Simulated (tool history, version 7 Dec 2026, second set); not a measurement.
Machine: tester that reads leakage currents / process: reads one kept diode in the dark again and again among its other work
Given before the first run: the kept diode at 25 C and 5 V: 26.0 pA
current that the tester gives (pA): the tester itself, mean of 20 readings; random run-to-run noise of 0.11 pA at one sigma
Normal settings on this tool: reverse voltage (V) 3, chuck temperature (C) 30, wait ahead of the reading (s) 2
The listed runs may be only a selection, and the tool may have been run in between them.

run,hour,reverse voltage (V),chuck temperature (C),wait ahead of the reading (s),current that the tester gives (pA)
1,0,3,30,2,36.58
2,32.5,6.63,30,2,54.3
3,47.9,3,38,2,70.74
4,76.2,2.55,30,2,34.35
5,90.9,2.55,30,2,34.37
6,121.5,2.55,30,2,34.33
7,150.2,2.55,30,2,34.48
8,166.5,3,30,2,37.38
9,195.7,3,30,2,37.53
10,218.3,3,30,2,37.59
11,234.4,3,30,0.38,38.11
12,262.5,3,30,4.11,37.44
13,285.3,3,30,4.11,37.7
14,317.2,3,30,2,38.12
15,350.6,3,30,2,38.03
16,370.6,3,30,2,37.84
17,402.1,3,20,2,16.54
18,421.9,3,20,2,16.57
19,450.8,3,20,2,16.54
20,469.5,3,20,2,16.8
21,491.5,3,20,2,16.71
22,506.6,1.22,20,0.44,10.9
23,528.9,9.95,42,1.58,177.44
24,557.9,1.27,30,2,25.4
25,591.6,1.27,30,2,26.45
26,617,16.95,58,1.09,768.46
27,644.9,3.93,42,0.35,100.77
28,659,18.87,30,8.9,83.78
29,688.7,1.06,31,2,22.19
30,719.2,3,57,2,272.56
31,749,3,57,2,271.89
32,776.3,3,57,2,273.83
33,794.2,3,57,2,272.94
34,818.8,12.02,57,0.86,526.62
35,849.4,12.02,57,0.86,527.51

Removed from this log: 2 entries logged between the listed runs. Between which two listed runs does each belong, and how does the tool's hidden state at the listed run before it compare with that at the listed run after it?
Runs 24 to 25: chuck's temperature calibrated (hour 563)
  stray current of the dirty probe card, pA a volt: 0.387 -> 0.392; current scale over the true one, %: 0.42 -> 0.43; true chuck temperature over the reading, C: 1.84 -> 2.24
  measured minus no-state result, current that the tester gives (pA): +4.18 -> +5.06
Runs 26 to 27: chuck's temperature calibrated, once more (hour 620.5)
  stray current of the dirty probe card, pA a volt: 0.397 -> 0.401; current scale over the true one, %: 0.43 -> 0.44; true chuck temperature over the reading, C: 2.26 -> 0.1
  measured minus no-state result, current that the tester gives (pA): +122.56 -> +2.7
